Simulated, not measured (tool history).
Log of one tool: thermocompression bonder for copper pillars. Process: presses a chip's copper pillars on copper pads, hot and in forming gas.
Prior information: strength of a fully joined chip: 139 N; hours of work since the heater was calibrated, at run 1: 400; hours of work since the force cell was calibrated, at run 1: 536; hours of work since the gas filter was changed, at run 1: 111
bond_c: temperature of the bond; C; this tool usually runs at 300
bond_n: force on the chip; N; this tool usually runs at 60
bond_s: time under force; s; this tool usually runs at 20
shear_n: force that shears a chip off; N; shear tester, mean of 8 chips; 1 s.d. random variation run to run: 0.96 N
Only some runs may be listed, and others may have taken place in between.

run     day  bond_c  bond_n  bond_s  hours of work since the heater was calibrated  hours of work since the force cell was calibrated  hours of work since the gas filter was changed  shear_n
  1   0.000     300      60      20                                            400                                                536                                             111     89.1
  2   0.579     300      60      20                                            408                                                545                                             120     90.6
  3   1.029     300      60      20                                            415                                                551                                             126     90.3
  4   1.908     300      60      20                                            428                                                564                                             139     89.8
  5   2.725     303      60      20                                            440                                                576                                             151     90.2
  6   3.717     297      60      20                                            454                                                591                                             166     87.4
  7   4.696     297      60      20                                            469                                                605                                             180     85.4
  8   5.192     300      60      20                                            476                                                612                                             187     87.9
  9   5.662     300      60      20                                            483                                                619                                             194     87.5
 10   6.279     325      60      20                                            492                                                628                                             203    100.0
 11   6.733     325      60      20                                            499                                                635                                             210    100.3
 12   7.333     325      60      20                                            507                                                644                                             219    101.4
 13   8.133     325      60      20                                            519                                                655                                             230     97.6
 14   8.742     325      60      20                                            528                                                664                                             239     96.8
 15   9.604     300      50      20                                            541                                                677                                             252     73.0
 16  10.188     322      60      20                                            549                                                686                                             261     97.5
 17  10.658     300      60      20                                            556                                                692                                             267     82.2
 18  11.625     300      75      20                                            570                                                707                                             282     97.1
     11.721  -- forming gas filter changed
 19  12.217     300      75      20                                            579                                                715                                               7    111.4
 20  12.908     300      75      20                                            589                                                725                                              17    108.7
 21  13.350     300      75      20                                            595                                                732                                              24    111.1
 22  13.808     300      60      56                                            602                                                738                                              31    116.7
 23  14.362     290      52      22                                            610                                                746                                              39     78.7
 24  14.979     304      61      39                                            619                                                755                                              48    112.3
 25  15.738     275      79      36                                            630                                                767                                              59    108.5
 26  16.325     305      64      40                                            639                                                775                                              67    114.9
 27  16.912     305      64      12                                            647                                                784                                              76     87.6
 28  17.388     305      64      12                                            654                                                791                                              83     86.1
 29  18.271     305      64      12                                            667                                                804                                              96     86.2
 30  18.971     305      64      12                                            677                                                814                                             106     85.9
 31  19.996     286      69      11                                            692                                                829                                             121     76.6
 32  20.475     313      69      11                                            700                                                836                                             128     93.0
 33  20.962     313      69      11                                            707                                                843                                             135     91.3
 34  21.958     326      51      20                                            721                                                858                                             150     90.9
 35  22.883     313      83      44                                            735                                                871                                             163    123.5

Run 36, settings as shown, results not yet in. Your forecast:
 36  23.312     313      83      44                                            741                                                877                                             170        ?

{"run 36": {"shear_n": 123.3}}
On a tool with no hidden condition, and with the same random variation, this run would have come out at shear_n 132.7 N.
